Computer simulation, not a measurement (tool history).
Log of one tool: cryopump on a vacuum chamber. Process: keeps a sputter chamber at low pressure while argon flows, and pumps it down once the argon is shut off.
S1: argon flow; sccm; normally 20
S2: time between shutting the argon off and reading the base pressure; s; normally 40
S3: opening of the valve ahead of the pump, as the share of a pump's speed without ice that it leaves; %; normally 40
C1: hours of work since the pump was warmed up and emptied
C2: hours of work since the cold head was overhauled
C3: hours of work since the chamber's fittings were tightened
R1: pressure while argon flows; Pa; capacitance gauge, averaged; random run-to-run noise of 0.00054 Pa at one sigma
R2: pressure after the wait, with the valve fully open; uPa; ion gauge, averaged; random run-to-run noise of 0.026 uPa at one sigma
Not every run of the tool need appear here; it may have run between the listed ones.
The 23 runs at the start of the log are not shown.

run	day	S1	S2	S3	C1	C2	C3	R1	R2
24	25.904	20	98	45	580	1327	1363	0.0522	3.41
25	26.846	20	288	28	594	1341	1377	0.0788	3.14
26	27.867	20	288	28	609	1356	1392	0.0796	3.15
27	28.788	20	288	28	623	1370	1406	0.0792	3.22
28	29.996	20	288	28	641	1388	1424	0.0807	3.34
29	30.954	20	76	40	655	1402	1438	0.0593	3.76
30	32.358	20	76	33	676	1423	1459	0.0702	3.81
31	33.767	13	54	18	697	1444	1480	0.0777	3.98
32	35.425	24	28	18	721	1469	1504	0.1466	4.79
33	36.325	20	234	32	735	1482	1518	0.0725	3.75
# day 36.954: pump warmed up, emptied and cooled again
34	37.604	20	40	23	10	1498	1534	0.0883	3.47
35	38.342	19	40	18	21	1509	1545	0.1074	3.42

3 ways to go on from here, each from the tool as it stands after run 35. What would each give?
# day 39.079: leaking fittings of the chamber tightened, without venting
A	39.433	19	146	54	36	1524	5	?	?
# day 39.079: leaking fittings of the chamber tightened, without venting
B	39.433	20	74	58	36	1524	5	?	?
# day 39.079: leaking fittings of the chamber tightened, without venting
C	39.433	35	40	40	36	1524	5	?	?

run	R1	R2
A	0.0363	0.52
B	0.0362	0.78
C	0.0888	1.19
With the hidden condition removed and each run's random variation left untouched, the same runs would have given:
run	R1	R2
A	0.0353	0.46
B	0.0352	0.73
C	0.0869	1.14

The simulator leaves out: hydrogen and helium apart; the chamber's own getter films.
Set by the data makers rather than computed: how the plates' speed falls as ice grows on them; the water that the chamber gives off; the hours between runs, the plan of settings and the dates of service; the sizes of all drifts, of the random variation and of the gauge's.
